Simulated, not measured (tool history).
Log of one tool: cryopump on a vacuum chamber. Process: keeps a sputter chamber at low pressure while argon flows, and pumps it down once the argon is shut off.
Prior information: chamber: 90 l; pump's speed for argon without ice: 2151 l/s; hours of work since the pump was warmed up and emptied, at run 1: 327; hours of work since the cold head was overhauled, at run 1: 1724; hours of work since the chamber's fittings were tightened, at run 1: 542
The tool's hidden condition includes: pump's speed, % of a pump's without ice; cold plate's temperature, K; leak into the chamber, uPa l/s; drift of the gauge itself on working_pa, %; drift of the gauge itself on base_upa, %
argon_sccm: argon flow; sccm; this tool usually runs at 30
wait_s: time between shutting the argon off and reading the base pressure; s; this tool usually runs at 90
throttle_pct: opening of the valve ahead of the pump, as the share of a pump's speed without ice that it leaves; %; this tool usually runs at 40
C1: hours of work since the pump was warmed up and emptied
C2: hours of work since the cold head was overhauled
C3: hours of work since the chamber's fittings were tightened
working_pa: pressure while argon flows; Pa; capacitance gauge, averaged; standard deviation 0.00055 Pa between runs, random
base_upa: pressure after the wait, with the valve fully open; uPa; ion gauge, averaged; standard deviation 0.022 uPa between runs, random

Run 1, day 0: usual settings; C1 327; C2 1724; C3 542. Result: working_pa 0.0652 Pa, base_upa 0.65 uPa.
Run 2, day 1.538: usual settings; C1 352; C2 1749; C3 567. Result: working_pa 0.0646 Pa, base_upa 0.65 uPa.
Run 3, day 3.371: usual settings but wait_s 43 s; C1 382; C2 1779; C3 597. Result: working_pa 0.0642 Pa, base_upa 1.17 uPa.
Run 4, day 4.579: usual settings; C1 402; C2 1799; C3 616. Result: working_pa 0.0646 Pa, base_upa 0.7 uPa.
At day 6.154: pump warmed up, emptied and cooled again.
Run 5, day 7.196: usual settings but throttle_pct 28 %; C1 17; C2 1838; C3 655. Result: working_pa 0.0857 Pa, base_upa 0.64 uPa.
Run 6, day 9.738: usual settings but throttle_pct 20 %; C1 58; C2 1879; C3 697. Result: working_pa 0.1194 Pa, base_upa 0.65 uPa.
Run 7, day 10.908: usual settings; C1 77; C2 1898; C3 716. Result: working_pa 0.0615 Pa, base_upa 0.66 uPa.
Run 8, day 12.229: usual settings; C1 99; C2 1920; C3 737. Result: working_pa 0.0608 Pa, base_upa 0.67 uPa.
Run 9, day 13.971: usual settings but argon_sccm 24 sccm, wait_s 26 s, throttle_pct 51 %; C1 127; C2 1948; C3 765. Result: working_pa 0.0388 Pa, base_upa 1.78 uPa.
Run 10, day 16.692: usual settings but wait_s 154 s, throttle_pct 21 %; C1 171; C2 1992; C3 809. Result: working_pa 0.1162 Pa, base_upa 0.49 uPa.
Run 11, day 19.196: usual settings but wait_s 154 s, throttle_pct 45 %; C1 212; C2 2033; C3 850. Result: working_pa 0.0557 Pa, base_upa 0.48 uPa.
Run 12, day 20.612: usual settings but wait_s 103 s, throttle_pct 45 %; C1 235; C2 2056; C3 873. Result: working_pa 0.057 Pa, base_upa 0.63 uPa.
Run 13, day 22.304: usual settings but wait_s 103 s, throttle_pct 45 %; C1 262; C2 2083; C3 901. Result: working_pa 0.0564 Pa, base_upa 0.62 uPa.

3 ways to go on from here, each from the tool as it stands after run 13. What would each give?
Run A, day 23.604: usual settings but wait_s 98 s, throttle_pct 45 %; C1 283; C2 2104; C3 922. Result: working_pa ?, base_upa ?.
Run B, day 23.604: usual settings but argon_sccm 26 sccm, wait_s 103 s, throttle_pct 38 %; C1 283; C2 2104; C3 922. Result: working_pa ?, base_upa ?.
Run C, day 23.604: usual settings but argon_sccm 34 sccm, wait_s 103 s, throttle_pct 45 %; C1 283; C2 2104; C3 922. Result: working_pa ?, base_upa ?.

run  working_pa  base_upa
  A      0.0575      0.66
  B      0.0569      0.66
  C      0.0649      0.65
With the hidden condition removed and each run's random variation left untouched, the same runs would have given:
run  working_pa  base_upa
  A       0.053      0.54
  B       0.053      0.54
  C      0.0598      0.53
